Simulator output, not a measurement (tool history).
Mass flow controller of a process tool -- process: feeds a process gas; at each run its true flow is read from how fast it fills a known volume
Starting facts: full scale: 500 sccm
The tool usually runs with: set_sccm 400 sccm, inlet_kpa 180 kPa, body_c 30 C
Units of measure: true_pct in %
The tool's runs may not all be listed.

run	hour	set_sccm	inlet_kpa	body_c	true_pct
1	0.0	400	180	30	99.96
2	35.2	400	180	30	100.00
3	80.6	400	180	30	99.90
4	148.8	400	180	30	100.04
5	233.6	400	147	30	100.34
6	305.8	400	180	30	100.01
7	362.7	400	180	30	99.90
8	433.5	400	180	30	99.94
9	470.4	400	180	30	100.03
10	514.6	400	180	30	100.01
11	571.7	400	180	30	99.91
12	629.1	400	180	30	99.88
13	668.5	400	180	30	100.16
14	726.5	400	268	30	99.38
15	789.1	400	268	30	99.42
16	851.1	400	268	30	99.42
17	922.5	71	180	30	100.63
18	992.9	71	180	30	100.72
19	1045.7	67	180	30	100.85
20	1109.1	67	180	30	100.97
21	1189.0	67	180	30	100.92
22	1272.8	67	180	30	101.00
23	1320.5	400	159	30	100.19
24	1365.8	400	180	25	100.55
25	1420.2	400	180	25	100.46
26	1491.7	56	180	40	100.63
27	1546.3	136	220	40	99.07
28	1612.4	55	233	39	100.45
29	1677.9	55	233	39	100.41
30	1759.5	373	177	33	99.83
31	1808.8	400	273	22	100.17
32	1878.8	147	205	30	100.20
33	1925.0	323	149	30	100.18
34	1980.9	181	143	28	100.55
35	2022.8	433	150	28	100.35
36	2097.4	400	180	32	99.78
37	2158.8	141	165	26	100.96
38	2196.7	400	198	29	99.83
39	2250.4	400	150	30	100.19
40	2315.9	400	169	20	100.92
41	2383.3	84	185	20	102.15
42	2454.5	84	185	20	102.19
43	2518.8	84	185	20	102.23
44	2566.2	56	180	37	101.76
45	2644.3	272	276	23	99.93
46	2723.0	113	258	30	100.24
47	2787.3	95	278	33	100.21
48	2833.3	185	169	31	100.25
49	2898.7	182	274	30	99.71
50	2953.3	313	274	26	99.74

A few steps of true_pct between consecutive runs. Split each: what settings, incoming material and random variation would produce without the hidden state, and what is left over for the hidden state, along with gauge scatter present in only one of the two compared results (measured, and without hidden state):
Hidden state present: flow at rest that the sensor doesn't see, % of full scale; true flow over the shown one, %; drift of the gauge itself on true_pct, %.
Run 25 -> 26: set_sccm 400 -> 56, body_c 25 -> 40. true_pct +0.17 %: hidden state +1.92, all else -1.75.
Run 26 -> 27: set_sccm 56 -> 136, inlet_kpa 180 -> 220. true_pct -1.56 %: hidden state -1.30, all else -0.26.
Run 27 -> 28: set_sccm 136 -> 55, inlet_kpa 220 -> 233, body_c 40 -> 39. true_pct +1.38 %: hidden state +1.44, all else -0.06.
Run 29 -> 30: set_sccm 55 -> 373, inlet_kpa 233 -> 177, body_c 39 -> 33. true_pct -0.58 %: hidden state -2.11, all else +1.53.
Run 44 -> 45: set_sccm 56 -> 272, inlet_kpa 180 -> 276, body_c 37 -> 23. true_pct -1.83 %: hidden state -2.63, all else +0.80.
